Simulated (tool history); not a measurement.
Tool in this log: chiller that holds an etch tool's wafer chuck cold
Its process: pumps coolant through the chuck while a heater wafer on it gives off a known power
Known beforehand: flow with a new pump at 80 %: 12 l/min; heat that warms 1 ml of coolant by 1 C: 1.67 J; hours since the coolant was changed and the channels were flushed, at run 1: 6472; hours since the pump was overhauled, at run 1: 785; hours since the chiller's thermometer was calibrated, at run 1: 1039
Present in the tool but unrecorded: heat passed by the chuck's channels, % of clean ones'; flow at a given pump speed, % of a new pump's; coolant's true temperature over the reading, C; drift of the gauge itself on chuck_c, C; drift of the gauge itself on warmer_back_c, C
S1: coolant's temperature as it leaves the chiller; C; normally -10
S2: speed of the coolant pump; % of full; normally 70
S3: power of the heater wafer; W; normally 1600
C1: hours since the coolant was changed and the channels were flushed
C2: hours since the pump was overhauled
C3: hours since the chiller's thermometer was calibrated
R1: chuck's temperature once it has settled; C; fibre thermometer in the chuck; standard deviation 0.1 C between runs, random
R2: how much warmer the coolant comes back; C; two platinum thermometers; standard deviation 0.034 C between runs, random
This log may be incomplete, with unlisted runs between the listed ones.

run 1 day=0 | S1=-10 S2=70 S3=1600 | C1=6472 C2=785 C3=1039 | R1=3.7 R2=5.55
run 2 day=1.454 | S1=-10 S2=70 S3=1600 | C1=6507 C2=820 C3=1074 | R1=3.8 R2=5.63
run 3 day=2.546 | S1=-10 S2=70 S3=1600 | C1=6533 C2=846 C3=1100 | R1=3.7 R2=5.64
run 4 day=4.792 | S1=-10 S2=70 S3=1600 | C1=6587 C2=900 C3=1154 | R1=3.7 R2=5.67
run 5 day=6.871 | S1=-10 S2=70 S3=1600 | C1=6637 C2=950 C3=1204 | R1=3.6 R2=5.66
run 6 day=8.75 | S1=-11 S2=70 S3=1600 | C1=6682 C2=995 C3=1249 | R1=2.7 R2=5.68
run 7 day=9.796 | S1=-11 S2=70 S3=1600 | C1=6707 C2=1020 C3=1274 | R1=2.9 R2=5.66
run 8 day=11.612 | S1=-11 S2=70 S3=1600 | C1=6750 C2=1064 C3=1317 | R1=2.9 R2=5.7
run 9 day=13.104 | S1=-10 S2=70 S3=1600 | C1=6786 C2=1100 C3=1353 | R1=3.7 R2=5.68
run 10 day=15.067 | S1=-10 S2=70 S3=1600 | C1=6833 C2=1147 C3=1400 | R1=3.9 R2=5.72
run 11 day=16.817 | S1=-10 S2=70 S3=1600 | C1=6875 C2=1189 C3=1442 | R1=4 R2=5.68
run 12 day=18.6 | S1=-10 S2=70 S3=1600 | C1=6918 C2=1232 C3=1485 | R1=3.9 R2=5.68
run 13 day=20.246 | S1=-10 S2=79 S3=1600 | C1=6958 C2=1271 C3=1525 | R1=2.7 R2=5.04
run 14 day=21.508 | S1=-10 S2=79 S3=1600 | C1=6988 C2=1301 C3=1555 | R1=2.7 R2=5.07
run 15 day=23.754 | S1=-10 S2=79 S3=1600 | C1=7042 C2=1355 C3=1609 | R1=2.7 R2=5.08
run 16 day=25.108 | S1=-14 S2=71 S3=1600 | C1=7074 C2=1388 C3=1641 | R1=-0.1 R2=5.7
run 17 day=26.992 | S1=-10 S2=84 S3=835 | C1=7119 C2=1433 C3=1686 | R1=-3.8 R2=2.56
run 18 day=28.875 | S1=-10 S2=84 S3=835 | C1=7165 C2=1478 C3=1732 | R1=-3.5 R2=2.58
run 19 day=30.367 | S1=-10 S2=66 S3=1310 | C1=7200 C2=1514 C3=1767 | R1=1.8 R2=5.15
run 20 day=31.342 | S1=-10 S2=66 S3=1310 | C1=7224 C2=1537 C3=1791 | R1=1.6 R2=5.2
run 21 day=32.471 | S1=-10 S2=66 S3=1310 | C1=7251 C2=1564 C3=1818 | R1=1.8 R2=5.17
run 22 day=33.508 | S1=-10 S2=66 S3=1310 | C1=7276 C2=1589 C3=1843 | R1=1.8 R2=5.17
run 23 day=35.138 | S1=-10 S2=63 S3=1619 | C1=7315 C2=1628 C3=1882 | R1=5.1 R2=6.68
run 24 day=36.996 | S1=-9 S2=70 S3=1600 | C1=7360 C2=1673 C3=1927 | R1=4.9 R2=5.91
run 25 day=38.717 | S1=-19 S2=92 S3=828 | C1=7401 C2=1714 C3=1968 | R1=-12.9 R2=2.45

What does the tool deliver on the next run?
run 26 day=40.65 | S1=-19 S2=92 S3=1769 | C1=7447 C2=1761 C3=2014 | R1=? R2=?

R1: -6.2 C
R2: 4.84 C
Take away the tool's hidden state, keep the run-to-run variation as it was, and the same run would have given R1 -6.2 C, R2 4.48 C.
